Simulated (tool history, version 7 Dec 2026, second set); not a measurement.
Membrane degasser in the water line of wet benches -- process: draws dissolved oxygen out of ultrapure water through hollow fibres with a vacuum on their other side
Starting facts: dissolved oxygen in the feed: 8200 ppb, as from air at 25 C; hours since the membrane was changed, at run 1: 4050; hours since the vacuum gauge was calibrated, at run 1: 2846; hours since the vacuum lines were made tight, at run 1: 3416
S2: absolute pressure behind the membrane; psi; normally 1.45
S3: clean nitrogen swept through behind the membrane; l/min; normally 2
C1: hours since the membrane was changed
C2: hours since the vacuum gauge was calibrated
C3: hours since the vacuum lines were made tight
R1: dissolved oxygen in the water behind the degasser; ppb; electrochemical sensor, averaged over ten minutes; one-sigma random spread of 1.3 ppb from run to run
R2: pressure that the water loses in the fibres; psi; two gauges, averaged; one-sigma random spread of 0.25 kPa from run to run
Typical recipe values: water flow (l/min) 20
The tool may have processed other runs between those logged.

run 1 hour=0 | water_flow_(l/min)=20 S2=1.45 S3=2 | C1=4050 C2=2846 C3=3416 | R1=184.2 R2=9.87
run 2 hour=192.8 | water_flow_(l/min)=20 S2=1.45 S3=2 | C1=4243 C2=3039 C3=3609 | R1=185.6 R2=9.871
run 3 hour=366.1 | water_flow_(l/min)=20 S2=1.45 S3=2 | C1=4416 C2=3212 C3=3782 | R1=185 R2=9.844
run 4 hour=592.5 | water_flow_(l/min)=20 S2=1.45 S3=2 | C1=4643 C2=3438 C3=4008 | R1=186.3 R2=9.909
run 5 hour=815.3 | water_flow_(l/min)=20 S2=1.45 S3=2 | C1=4865 C2=3661 C3=4231 | R1=186 R2=9.848
-- hour=886.9 vacuum gauge calibrated
run 6 hour=964.6 | water_flow_(l/min)=25 S2=1.45 S3=2 | C1=5014 C2=78 C3=4380 | R1=238.9 R2=12.341
run 7 hour=1069.5 | water_flow_(l/min)=25 S2=1.45 S3=2 | C1=5119 C2=183 C3=4485 | R1=237.2 R2=12.389
run 8 hour=1310.2 | water_flow_(l/min)=25 S2=1.45 S3=2 | C1=5360 C2=423 C3=4726 | R1=238.8 R2=12.318
run 9 hour=1424.2 | water_flow_(l/min)=20 S2=1.94 S3=2.84 | C1=5474 C2=537 C3=4840 | R1=194.8 R2=9.89
-- hour=1470 vacuum gauge calibrated, once more
run 10 hour=1672.3 | water_flow_(l/min)=17 S2=1.45 S3=2 | C1=5721 C2=202 C3=5087 | R1=154.3 R2=8.488
run 11 hour=1826.7 | water_flow_(l/min)=13 S2=1.46 S3=0.99 | C1=5876 C2=357 C3=5242 | R1=219.4 R2=6.474
run 12 hour=2032.7 | water_flow_(l/min)=13 S2=1.46 S3=0.99 | C1=6082 C2=563 C3=5448 | R1=217 R2=6.441
run 13 hour=2275.8 | water_flow_(l/min)=23 S2=3.13 S3=2.74 | C1=6325 C2=806 C3=5691 | R1=387 R2=11.388
run 14 hour=2399.6 | water_flow_(l/min)=32 S2=1.41 S3=2.74 | C1=6449 C2=930 C3=5815 | R1=240.8 R2=15.899

4 ways to go on from here, each from the tool as it stands after run 14. What would each give?
run A hour=2504.6 | water_flow_(l/min)=12 S2=1.36 S3=1.8 | C1=6554 C2=1035 C3=5920 | R1=? R2=?
run B hour=2504.6 | water_flow_(l/min)=30 S2=1.45 S3=2 | C1=6554 C2=1035 C3=5920 | R1=? R2=?
run C hour=2504.6 | water_flow_(l/min)=18 S2=1.41 S3=2.74 | C1=6554 C2=1035 C3=5920 | R1=? R2=?
run D hour=2504.6 | water_flow_(l/min)=14 S2=1.39 S3=1.59 | C1=6554 C2=1035 C3=5920 | R1=? R2=?

run=A R1=108.6 R2=5.967
run=B R1=283.8 R2=14.966
run=C R1=123.5 R2=8.923
run=D R1=145.7 R2=6.984
With no hidden state in the tool, these same runs would have given:
run=A R1=104.3 R2=5.852
run=B R1=274.9 R2=14.682
run=C R1=118.6 R2=8.752
run=D R1=140.5 R2=6.85
